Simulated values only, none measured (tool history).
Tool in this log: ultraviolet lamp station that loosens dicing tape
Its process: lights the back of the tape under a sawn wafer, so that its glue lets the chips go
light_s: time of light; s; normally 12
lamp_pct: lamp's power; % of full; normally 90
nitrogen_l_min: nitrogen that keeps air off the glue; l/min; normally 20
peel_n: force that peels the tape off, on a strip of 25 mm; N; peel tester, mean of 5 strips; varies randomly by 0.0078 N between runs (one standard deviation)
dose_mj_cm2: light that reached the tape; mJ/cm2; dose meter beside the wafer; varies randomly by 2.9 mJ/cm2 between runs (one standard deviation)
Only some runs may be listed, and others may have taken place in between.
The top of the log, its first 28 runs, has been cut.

run,day,light_s,lamp_pct,nitrogen_l_min,peel_n,dose_mj_cm2
29,77.246,16,96,24,0.260,469
30,79.529,12,93,9,0.558,333
31,81.054,12,86,9,0.679,303
# day 82.000: window cleaned of glue's vapour
32,83.983,12,86,9,0.546,342
33,87.196,7,64,15,1.644,140
34,90.675,12,83,11,0.602,306
35,94.108,13,66,11,0.809,251
36,97.567,8,90,9,1.228,210
37,100.162,14,69,20,0.527,267
38,101.717,13,68,20,0.641,245
39,103.233,11,62,19,1.058,186
40,105.875,12,68,20,0.801,215
41,108.883,12,74,20,0.713,223
42,111.112,19,61,31,0.394,287
43,113.850,12,86,9,0.962,250
44,116.775,17,86,9,0.541,342

Here are 3 independent what-if runs from the current tool condition. What would each one return?
A,119.275,7,94,22,?,?
B,119.275,14,68,10,?,?
C,119.275,23,84,21,?,?

run,peel_n,dose_mj_cm2
A,1.448,152
B,1.121,217
C,0.280,434
What these runs would have given with no unlogged condition in the tool:
run,peel_n,dose_mj_cm2
A,0.606,256
B,0.449,365
C,0.242,731
